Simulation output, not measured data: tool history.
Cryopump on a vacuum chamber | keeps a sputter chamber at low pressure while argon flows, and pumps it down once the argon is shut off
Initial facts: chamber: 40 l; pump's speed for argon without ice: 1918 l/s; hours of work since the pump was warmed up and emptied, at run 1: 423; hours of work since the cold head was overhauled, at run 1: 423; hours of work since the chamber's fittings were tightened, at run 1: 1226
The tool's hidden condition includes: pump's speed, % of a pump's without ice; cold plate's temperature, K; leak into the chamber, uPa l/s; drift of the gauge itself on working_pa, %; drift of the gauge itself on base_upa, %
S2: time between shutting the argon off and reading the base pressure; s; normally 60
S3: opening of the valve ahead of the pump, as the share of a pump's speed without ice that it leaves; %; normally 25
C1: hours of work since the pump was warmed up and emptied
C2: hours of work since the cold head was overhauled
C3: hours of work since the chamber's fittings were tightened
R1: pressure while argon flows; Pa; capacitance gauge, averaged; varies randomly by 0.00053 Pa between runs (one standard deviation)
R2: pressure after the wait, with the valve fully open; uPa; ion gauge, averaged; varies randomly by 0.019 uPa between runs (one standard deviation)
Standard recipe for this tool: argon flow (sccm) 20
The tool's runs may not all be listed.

{"run": 1, "hour": 0.0, "argon flow (sccm)": 20, "S2": 60, "S3": 25, "C1": 423, "C2": 423, "C3": 1226, "R1": 0.0744, "R2": 1.33}
{"run": 2, "hour": 41.1, "argon flow (sccm)": 20, "S2": 60, "S3": 25, "C1": 444, "C2": 444, "C3": 1247, "R1": 0.0744, "R2": 1.35}
{"run": 3, "hour": 68.3, "argon flow (sccm)": 20, "S2": 60, "S3": 25, "C1": 457, "C2": 457, "C3": 1260, "R1": 0.075, "R2": 1.37}
{"run": 4, "hour": 114.2, "argon flow (sccm)": 20, "S2": 32, "S3": 25, "C1": 480, "C2": 480, "C3": 1283, "R1": 0.0755, "R2": 2.25}
{"run": 5, "hour": 143.9, "argon flow (sccm)": 20, "S2": 21, "S3": 25, "C1": 495, "C2": 495, "C3": 1298, "R1": 0.0752, "R2": 3.28}
{"run": 6, "hour": 169.3, "argon flow (sccm)": 20, "S2": 21, "S3": 25, "C1": 507, "C2": 507, "C3": 1310, "R1": 0.0746, "R2": 3.31}
{"run": 7, "hour": 192.7, "argon flow (sccm)": 20, "S2": 21, "S3": 25, "C1": 519, "C2": 519, "C3": 1322, "R1": 0.0744, "R2": 3.21}
{"run": 8, "hour": 231.2, "argon flow (sccm)": 20, "S2": 60, "S3": 25, "C1": 538, "C2": 538, "C3": 1341, "R1": 0.0757, "R2": 1.35}
{"run": 9, "hour": 260.1, "argon flow (sccm)": 20, "S2": 60, "S3": 25, "C1": 552, "C2": 552, "C3": 1355, "R1": 0.0746, "R2": 1.36}
{"run": 10, "hour": 293.0, "argon flow (sccm)": 20, "S2": 60, "S3": 25, "C1": 569, "C2": 569, "C3": 1372, "R1": 0.0762, "R2": 1.41}
{"run": 11, "hour": 314.3, "argon flow (sccm)": 20, "S2": 60, "S3": 25, "C1": 579, "C2": 579, "C3": 1382, "R1": 0.0762, "R2": 1.42}
{"run": 12, "hour": 348.0, "argon flow (sccm)": 20, "S2": 60, "S3": 25, "C1": 596, "C2": 596, "C3": 1399, "R1": 0.0745, "R2": 1.42}
{"run": 13, "hour": 383.6, "argon flow (sccm)": 20, "S2": 60, "S3": 15, "C1": 614, "C2": 614, "C3": 1417, "R1": 0.1228, "R2": 1.38}
{"run": 14, "hour": 421.3, "argon flow (sccm)": 20, "S2": 60, "S3": 15, "C1": 632, "C2": 632, "C3": 1435, "R1": 0.1215, "R2": 1.38}
{"run": 15, "hour": 442.6, "argon flow (sccm)": 20, "S2": 60, "S3": 15, "C1": 643, "C2": 643, "C3": 1446, "R1": 0.1239, "R2": 1.36}
{"run": 16, "hour": 481.7, "argon flow (sccm)": 20, "S2": 60, "S3": 15, "C1": 662, "C2": 662, "C3": 1465, "R1": 0.1239, "R2": 1.43}
{"run": 17, "hour": 521.1, "argon flow (sccm)": 20, "S2": 60, "S3": 15, "C1": 682, "C2": 682, "C3": 1485, "R1": 0.1226, "R2": 1.46}
{"run": 18, "hour": 548.9, "argon flow (sccm)": 20, "S2": 34, "S3": 25, "C1": 696, "C2": 696, "C3": 1499, "R1": 0.0771, "R2": 2.25}
{"run": 19, "hour": 585.6, "argon flow (sccm)": 29, "S2": 30, "S3": 25, "C1": 714, "C2": 714, "C3": 1517, "R1": 0.1117, "R2": 2.48}
{"run": 20, "hour": 625.5, "argon flow (sccm)": 29, "S2": 30, "S3": 25, "C1": 734, "C2": 734, "C3": 1537, "R1": 0.111, "R2": 2.47}
{"run": 21, "hour": 662.6, "argon flow (sccm)": 33, "S2": 60, "S3": 18, "C1": 752, "C2": 752, "C3": 1555, "R1": 0.1723, "R2": 1.43}

Estimate the outcome of run 22 from the log above:
{"run": 22, "hour": 698.7, "argon flow (sccm)": 12, "S2": 33, "S3": 22, "C1": 770, "C2": 770, "C3": 1573, "R1": "?", "R2": "?"}

R1: 0.0523 Pa
R2: 2.27 uPa
Without the tool's hidden state the same run would have given R1 0.048 Pa, R2 2 uPa.

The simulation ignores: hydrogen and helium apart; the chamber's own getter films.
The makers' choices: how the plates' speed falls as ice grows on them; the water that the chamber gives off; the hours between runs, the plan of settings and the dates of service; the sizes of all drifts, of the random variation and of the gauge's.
